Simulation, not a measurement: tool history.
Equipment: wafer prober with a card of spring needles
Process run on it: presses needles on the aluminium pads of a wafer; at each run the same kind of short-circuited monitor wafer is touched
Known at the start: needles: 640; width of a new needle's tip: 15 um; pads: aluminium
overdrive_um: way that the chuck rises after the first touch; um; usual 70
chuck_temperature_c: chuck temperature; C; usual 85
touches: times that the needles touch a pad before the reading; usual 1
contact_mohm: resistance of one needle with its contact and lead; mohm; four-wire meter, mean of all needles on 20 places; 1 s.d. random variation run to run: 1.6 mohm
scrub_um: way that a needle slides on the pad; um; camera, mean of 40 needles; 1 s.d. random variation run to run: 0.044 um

{"run": 1, "hour": 0.0, "overdrive_um": 70, "chuck_temperature_c": 85, "touches": 1, "contact_mohm": 214, "scrub_um": 9.46}
{"hour": 1.8, "done": "tips cleaned on abrasive film"}
{"hour": 10.2, "done": "tips cleaned on abrasive film"}
{"hour": 18.5, "done": "tips cleaned on abrasive film"}
{"hour": 26.7, "done": "tips cleaned on abrasive film"}
{"run": 2, "hour": 30.5, "overdrive_um": 70, "chuck_temperature_c": 85, "touches": 1, "contact_mohm": 205, "scrub_um": 9.39}
{"hour": 34.0, "done": "tips cleaned on abrasive film"}
{"hour": 42.3, "done": "tips cleaned on abrasive film"}
{"hour": 50.9, "done": "tips cleaned on abrasive film"}
{"run": 3, "hour": 54.4, "overdrive_um": 70, "chuck_temperature_c": 85, "touches": 1, "contact_mohm": 206, "scrub_um": 9.27}
{"hour": 57.9, "done": "tips cleaned on abrasive film"}
{"hour": 64.8, "done": "tips cleaned on abrasive film"}
{"hour": 73.4, "done": "tips cleaned on abrasive film"}
{"hour": 81.6, "done": "tips cleaned on abrasive film"}
{"run": 4, "hour": 85.0, "overdrive_um": 70, "chuck_temperature_c": 85, "touches": 1, "contact_mohm": 208, "scrub_um": 9.26}
{"hour": 88.5, "done": "tips cleaned on abrasive film"}
{"hour": 97.0, "done": "tips cleaned on abrasive film"}
{"run": 5, "hour": 102.6, "overdrive_um": 70, "chuck_temperature_c": 85, "touches": 1, "contact_mohm": 218, "scrub_um": 9.24}
{"hour": 104.4, "done": "tips cleaned on abrasive film"}
{"hour": 111.3, "done": "tips cleaned on abrasive film"}
{"hour": 119.0, "done": "tips cleaned on abrasive film"}
{"run": 6, "hour": 123.8, "overdrive_um": 70, "chuck_temperature_c": 72, "touches": 1, "contact_mohm": 210, "scrub_um": 9.15}
{"hour": 127.2, "done": "tips cleaned on abrasive film"}
{"hour": 130.9, "done": "height of the first contact set anew"}
{"hour": 136.1, "done": "tips cleaned on abrasive film"}
{"hour": 144.3, "done": "tips cleaned on abrasive film"}
{"hour": 152.8, "done": "tips cleaned on abrasive film"}
{"run": 7, "hour": 155.3, "overdrive_um": 70, "chuck_temperature_c": 50, "touches": 1, "contact_mohm": 188, "scrub_um": 9.67}
{"hour": 160.1, "done": "tips cleaned on abrasive film"}
{"hour": 168.6, "done": "tips cleaned on abrasive film"}
{"hour": 175.7, "done": "tips cleaned on abrasive film"}
{"run": 8, "hour": 175.7, "overdrive_um": 70, "chuck_temperature_c": 85, "touches": 1, "contact_mohm": 171, "scrub_um": 9.62}
{"hour": 183.8, "done": "tips cleaned on abrasive film"}
{"run": 9, "hour": 188.8, "overdrive_um": 70, "chuck_temperature_c": 85, "touches": 1, "contact_mohm": 210, "scrub_um": 9.5}
{"hour": 192.3, "done": "tips cleaned on abrasive film"}
{"hour": 200.5, "done": "tips cleaned on abrasive film"}
{"hour": 207.4, "done": "tips cleaned on abrasive film"}
{"hour": 215.2, "done": "tips cleaned on abrasive film"}
{"run": 10, "hour": 219.3, "overdrive_um": 70, "chuck_temperature_c": 40, "touches": 1, "contact_mohm": 202, "scrub_um": 9.5}
{"hour": 222.7, "done": "tips cleaned on abrasive film"}
{"hour": 231.2, "done": "tips cleaned on abrasive film"}
{"hour": 239.8, "done": "tips cleaned on abrasive film"}
{"run": 11, "hour": 242.4, "overdrive_um": 87, "chuck_temperature_c": 40, "touches": 1, "contact_mohm": 176, "scrub_um": 11.86}
{"hour": 247.6, "done": "tips cleaned on abrasive film"}
{"hour": 255.9, "done": "tips cleaned on abrasive film"}
{"hour": 264.5, "done": "tips cleaned on abrasive film"}
{"hour": 272.3, "done": "tips cleaned on abrasive film"}
{"run": 12, "hour": 272.3, "overdrive_um": 87, "chuck_temperature_c": 40, "touches": 1, "contact_mohm": 157, "scrub_um": 11.67}
{"hour": 280.5, "done": "tips cleaned on abrasive film"}
{"hour": 288.7, "done": "tips cleaned on abrasive film"}
{"run": 13, "hour": 293.2, "overdrive_um": 87, "chuck_temperature_c": 40, "touches": 1, "contact_mohm": 189, "scrub_um": 11.74}
{"hour": 296.7, "done": "tips cleaned on abrasive film"}
{"hour": 303.5, "done": "tips cleaned on abrasive film"}
{"hour": 311.0, "done": "tips cleaned on abrasive film"}
{"run": 14, "hour": 316.7, "overdrive_um": 87, "chuck_temperature_c": 40, "touches": 1, "contact_mohm": 195, "scrub_um": 11.61}
{"hour": 318.5, "done": "tips cleaned on abrasive film"}
{"hour": 327.0, "done": "tips cleaned on abrasive film"}
{"hour": 335.5, "done": "tips cleaned on abrasive film"}
{"run": 15, "hour": 341.4, "overdrive_um": 58, "chuck_temperature_c": 33, "touches": 2, "contact_mohm": 215, "scrub_um": 7.55}
{"hour": 343.2, "done": "tips cleaned on abrasive film"}
{"hour": 351.4, "done": "tips cleaned on abrasive film"}
{"hour": 359.9, "done": "tips cleaned on abrasive film"}
{"hour": 368.2, "done": "tips cleaned on abrasive film"}
{"run": 16, "hour": 372.4, "overdrive_um": 58, "chuck_temperature_c": 33, "touches": 1, "contact_mohm": 234, "scrub_um": 7.53}
{"hour": 375.9, "done": "tips cleaned on abrasive film"}
{"hour": 384.3, "done": "tips cleaned on abrasive film"}
{"hour": 392.1, "done": "tips cleaned on abrasive film"}
{"hour": 399.2, "done": "tips cleaned on abrasive film"}
{"hour": 399.5, "done": "height of the first contact set anew"}
{"run": 17, "hour": 399.5, "overdrive_um": 70, "chuck_temperature_c": 57, "touches": 1, "contact_mohm": 169, "scrub_um": 9.67}
{"hour": 408.1, "done": "tips cleaned on abrasive film"}
{"run": 18, "hour": 413.1, "overdrive_um": 61, "chuck_temperature_c": 25, "touches": 3, "contact_mohm": 182, "scrub_um": 8.49}
{"hour": 415.9, "done": "tips cleaned on abrasive film"}
{"hour": 424.2, "done": "tips cleaned on abrasive film"}
{"hour": 431.3, "done": "tips cleaned on abrasive film"}
{"run": 19, "hour": 431.3, "overdrive_um": 77, "chuck_temperature_c": 56, "touches": 1, "contact_mohm": 164, "scrub_um": 10.58}
{"hour": 439.6, "done": "tips cleaned on abrasive film"}
{"hour": 446.5, "done": "tips cleaned on abrasive film"}
{"hour": 454.5, "done": "tips cleaned on abrasive film"}
{"run": 20, "hour": 454.5, "overdrive_um": 60, "chuck_temperature_c": 56, "touches": 2, "contact_mohm": 171, "scrub_um": 8.26}

Run 21 comes next. What will it give?
{"hour": 461.4, "done": "tips cleaned on abrasive film"}
{"hour": 469.5, "done": "tips cleaned on abrasive film"}
{"hour": 477.7, "done": "tips cleaned on abrasive film"}
{"run": 21, "hour": 480.5, "overdrive_um": 60, "chuck_temperature_c": 56, "touches": 2, "contact_mohm": "?", "scrub_um": "?"}

{"run 21": {"contact_mohm": 193, "scrub_um": 8.19}}
On a tool with no hidden condition, and with the same random variation, this run would have come out at contact_mohm 160 mohm, scrub_um 8.34 um.
